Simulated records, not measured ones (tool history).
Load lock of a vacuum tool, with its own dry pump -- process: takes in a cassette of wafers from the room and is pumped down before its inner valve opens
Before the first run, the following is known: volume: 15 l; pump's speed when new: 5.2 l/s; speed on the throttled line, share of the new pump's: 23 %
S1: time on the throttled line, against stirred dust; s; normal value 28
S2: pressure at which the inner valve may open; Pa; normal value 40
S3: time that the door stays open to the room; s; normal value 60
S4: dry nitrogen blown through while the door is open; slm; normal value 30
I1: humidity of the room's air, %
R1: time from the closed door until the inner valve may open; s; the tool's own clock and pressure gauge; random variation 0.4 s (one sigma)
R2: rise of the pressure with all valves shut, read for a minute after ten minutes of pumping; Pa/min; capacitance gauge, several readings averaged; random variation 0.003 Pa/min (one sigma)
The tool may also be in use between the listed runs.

{"run": 1, "day": 0.0, "S1": 28, "S2": 40, "S3": 60, "S4": 30, "I1": 42.5, "R1": 46.7, "R2": 0.142}
{"run": 2, "day": 19.908, "S1": 28, "S2": 40, "S3": 60, "S4": 30, "I1": 44.7, "R1": 47.1, "R2": 0.152}
{"run": 3, "day": 40.65, "S1": 28, "S2": 74, "S3": 60, "S4": 30, "I1": 44.0, "R1": 44.5, "R2": 0.155}
{"run": 4, "day": 59.621, "S1": 29, "S2": 40, "S3": 60, "S4": 30, "I1": 45.3, "R1": 46.8, "R2": 0.166}
{"run": 5, "day": 80.204, "S1": 29, "S2": 40, "S3": 60, "S4": 30, "I1": 46.4, "R1": 47.4, "R2": 0.178}
{"run": 6, "day": 94.138, "S1": 29, "S2": 40, "S3": 60, "S4": 30, "I1": 47.7, "R1": 47.1, "R2": 0.19}
{"run": 7, "day": 112.625, "S1": 28, "S2": 40, "S3": 128, "S4": 30, "I1": 43.1, "R1": 46.6, "R2": 0.198}
{"run": 8, "day": 129.617, "S1": 28, "S2": 40, "S3": 128, "S4": 30, "I1": 43.2, "R1": 46.9, "R2": 0.208}
{"run": 9, "day": 153.842, "S1": 28, "S2": 40, "S3": 128, "S4": 30, "I1": 45.0, "R1": 47.1, "R2": 0.217}
{"run": 10, "day": 179.75, "S1": 28, "S2": 40, "S3": 128, "S4": 30, "I1": 47.8, "R1": 47.3, "R2": 0.238}
{"run": 11, "day": 195.125, "S1": 28, "S2": 40, "S3": 128, "S4": 30, "I1": 47.1, "R1": 47.0, "R2": 0.239}
{"run": 12, "day": 209.1, "S1": 28, "S2": 40, "S3": 128, "S4": 30, "I1": 44.0, "R1": 47.1, "R2": 0.239}
{"day": 227.762, "done": "door's seal changed, seat wiped"}
{"run": 13, "day": 229.554, "S1": 21, "S2": 58, "S3": 29, "S4": 11, "I1": 43.1, "R1": 41.2, "R2": 0.022}
{"run": 14, "day": 243.754, "S1": 17, "S2": 35, "S3": 113, "S4": 5, "I1": 46.9, "R1": 40.0, "R2": 0.054}
{"run": 15, "day": 259.633, "S1": 17, "S2": 35, "S3": 113, "S4": 5, "I1": 41.5, "R1": 39.0, "R2": 0.058}
{"run": 16, "day": 281.088, "S1": 27, "S2": 67, "S3": 174, "S4": 13, "I1": 46.7, "R1": 43.9, "R2": 0.049}
{"run": 17, "day": 302.458, "S1": 28, "S2": 40, "S3": 56, "S4": 26, "I1": 48.2, "R1": 48.1, "R2": 0.023}
{"run": 18, "day": 315.608, "S1": 28, "S2": 40, "S3": 56, "S4": 26, "I1": 43.0, "R1": 48.2, "R2": 0.031}
{"run": 19, "day": 329.008, "S1": 28, "S2": 39, "S3": 56, "S4": 26, "I1": 45.2, "R1": 47.0, "R2": 0.026}
{"day": 338.75, "done": "dry pump taken out, an overhauled one fitted"}
{"run": 20, "day": 352.712, "S1": 28, "S2": 39, "S3": 56, "S4": 26, "I1": 43.4, "R1": 43.8, "R2": 0.041}
{"run": 21, "day": 371.917, "S1": 28, "S2": 39, "S3": 56, "S4": 26, "I1": 44.3, "R1": 44.5, "R2": 0.04}
{"run": 22, "day": 383.175, "S1": 28, "S2": 39, "S3": 186, "S4": 26, "I1": 44.9, "R1": 44.3, "R2": 0.052}

Below are 5 alternative next runs, each starting from the tool's condition after run 22. Predict each:
{"run": "A", "day": 404.042, "S1": 28, "S2": 65, "S3": 190, "S4": 25, "I1": 43.2, "R1": "?", "R2": "?"}
{"run": "B", "day": 404.042, "S1": 28, "S2": 40, "S3": 60, "S4": 7, "I1": 45.7, "R1": "?", "R2": "?"}
{"run": "C", "day": 404.042, "S1": 53, "S2": 46, "S3": 25, "S4": 26, "I1": 46.2, "R1": "?", "R2": "?"}
{"run": "D", "day": 404.042, "S1": 24, "S2": 40, "S3": 203, "S4": 30, "I1": 44.6, "R1": "?", "R2": "?"}
{"run": "E", "day": 404.042, "S1": 14, "S2": 39, "S3": 186, "S4": 26, "I1": 43.6, "R1": "?", "R2": "?"}

run=A R1=43.0 R2=0.057
run=B R1=44.4 R2=0.061
run=C R1=62.8 R2=0.038
run=D R1=41.1 R2=0.058
run=E R1=33.4 R2=0.060
Stripped of hidden state, with their random variation kept, the same runs would have yielded:
run=A R1=42.7 R2=0.028
run=B R1=44.1 R2=0.033
run=C R1=62.6 R2=0.010
run=D R1=40.8 R2=0.030
run=E R1=33.1 R2=0.032
